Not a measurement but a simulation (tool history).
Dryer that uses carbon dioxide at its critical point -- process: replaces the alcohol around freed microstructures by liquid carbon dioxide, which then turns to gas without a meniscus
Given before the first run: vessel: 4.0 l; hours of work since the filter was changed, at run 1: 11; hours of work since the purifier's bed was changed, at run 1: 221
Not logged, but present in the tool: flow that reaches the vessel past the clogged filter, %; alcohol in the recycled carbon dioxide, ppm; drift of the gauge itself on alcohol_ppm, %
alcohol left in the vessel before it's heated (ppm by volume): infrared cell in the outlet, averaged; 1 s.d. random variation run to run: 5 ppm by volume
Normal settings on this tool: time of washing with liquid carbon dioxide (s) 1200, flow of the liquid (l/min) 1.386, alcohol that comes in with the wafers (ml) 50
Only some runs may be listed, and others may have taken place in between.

| run | hour | time of washing with liquid carbon dioxide (s) | flow of the liquid (l/min) | alcohol that comes in with the wafers (ml) | hours of work since the filter was changed | hours of work since the purifier's bed was changed | alcohol left in the vessel before it's heated (ppm by volume) |
|---|---|---|---|---|---|---|---|
| 1 | 0.0 | 1200 | 1.386 | 50 | 11 | 221 | 74 |
| 2 | 29.1 | 1200 | 1.386 | 60 | 23 | 233 | 85 |
| 3 | 52.7 | 1200 | 1.386 | 50 | 33 | 243 | 68 |
| 4 | 83.0 | 1200 | 1.386 | 50 | 46 | 256 | 76 |
| 5 | 100.4 | 1200 | 1.500 | 50 | 53 | 263 | 66 |
| 6 | 118.6 | 1200 | 1.500 | 50 | 61 | 270 | 80 |
| 7 | 136.4 | 1200 | 1.500 | 50 | 68 | 278 | 87 |
| 8 | 159.1 | 1200 | 1.500 | 50 | 78 | 287 | 75 |
| 9 | 178.8 | 1200 | 1.500 | 50 | 86 | 296 | 94 |
| 10 | 208.1 | 1200 | 1.500 | 50 | 98 | 308 | 83 |
| 11 | 237.9 | 1200 | 1.500 | 50 | 110 | 320 | 89 |
| 12 | 261.3 | 1200 | 1.386 | 50 | 120 | 330 | 111 |
| 13 | 285.7 | 1200 | 1.386 | 50 | 130 | 340 | 109 |
| 14 | 312.5 | 1200 | 1.386 | 50 | 142 | 352 | 121 |
| 15 | 328.7 | 1200 | 1.386 | 50 | 148 | 358 | 118 |
| 16 | 347.8 | 1200 | 1.386 | 50 | 156 | 366 | 122 |
| 17 | 364.5 | 1200 | 1.386 | 50 | 163 | 373 | 124 |
| 18 | 388.3 | 1200 | 1.620 | 50 | 173 | 383 | 99 |
| 19 | 418.6 | 1200 | 1.620 | 50 | 186 | 396 | 107 |
| 20 | 441.6 | 1200 | 1.620 | 50 | 196 | 406 | 105 |
| 21 | 466.8 | 1200 | 1.400 | 50 | 206 | 416 | 134 |
| 22 | 495.3 | 1200 | 1.400 | 50 | 218 | 428 | 149 |
|  | 506.8 | inlet filter changed |
| 23 | 510.1 | 1200 | 1.400 | 50 | 1 | 434 | 125 |
| 24 | 529.8 | 1200 | 1.400 | 50 | 10 | 442 | 119 |
| 25 | 552.4 | 780 | 1.400 | 21 | 19 | 452 | 172 |
| 26 | 574.6 | 1920 | 1.400 | 21 | 28 | 461 | 96 |
| 27 | 593.9 | 1200 | 1.386 | 61 | 36 | 469 | 130 |
| 28 | 625.3 | 1200 | 1.386 | 61 | 50 | 482 | 126 |

Run 29 comes next. What will it give?
| 29 | 649.5 | 1200 | 0.980 | 22 | 60 | 492 | ? |

alcohol left in the vessel before it's heated (ppm by volume): 178
Minus the tool's unlogged condition, the same run would have read alcohol left in the vessel before it's heated (ppm by volume) 63.
